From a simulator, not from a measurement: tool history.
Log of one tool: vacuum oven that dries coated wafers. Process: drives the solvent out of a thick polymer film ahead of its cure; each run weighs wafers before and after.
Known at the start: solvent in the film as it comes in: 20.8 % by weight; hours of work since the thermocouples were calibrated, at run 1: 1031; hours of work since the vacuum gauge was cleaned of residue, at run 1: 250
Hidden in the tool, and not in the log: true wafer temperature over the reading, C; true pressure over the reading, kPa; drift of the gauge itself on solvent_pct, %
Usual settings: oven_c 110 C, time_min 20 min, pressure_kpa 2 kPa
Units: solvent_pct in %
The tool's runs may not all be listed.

run	hour	oven_c	time_min	pressure_kpa	hours of work since the thermocouples were calibrated	hours of work since the vacuum gauge was cleaned of residue	solvent_pct
1	0	110	20	2	1031	250	4.85
2	33.1	110	20	2	1052	271	4.89
3	75.1	110	20	2	1080	299	4.86
4	112	110	20	2	1104	323	4.86
5	149.5	110	20	2	1128	347	4.82
6	183.1	110	11	2	1150	369	8.31
7	217.5	110	11	2.61	1173	392	8.53
8	258.6	110	11	2.61	1200	419	8.51
9	300.9	110	20	1.58	1227	446	4.69
10	330	110	28	1.58	1246	465	2.98
11	353	112	28	1.58	1261	480	2.54
12	392.7	112	28	1.58	1287	506	2.56
13	432	112	28	1.58	1313	532	2.55
14	454.8	112	28	1.58	1328	547	2.56
15	481.9	121	15	2	1345	564	3.43
16	507.1	113	16	1.49	1362	581	5.03
17	552.3	119	20	7.43	1391	610	4.51
18	586.9	119	20	7.43	1414	633	4.49
19	619.9	119	20	7.43	1436	655	4.53
# hour 651.2: oven's thermocouples calibrated
20	661.2	115	20	7.91	7	680	5.82

Forecast each of these 4 alternatives for the next run:
A	704.1	110	11	2	35	708	?
B	704.1	105	15	2	35	708	?
C	704.1	108	31	3.69	35	708	?
D	704.1	110	12	1.27	35	708	?

run	solvent_pct
A	8.3
B	8.09
C	4.08
D	7.57
Without the tool's hidden state the same runs would have given:
run	solvent_pct
A	8.3
B	8.09
C	4.08
D	7.57
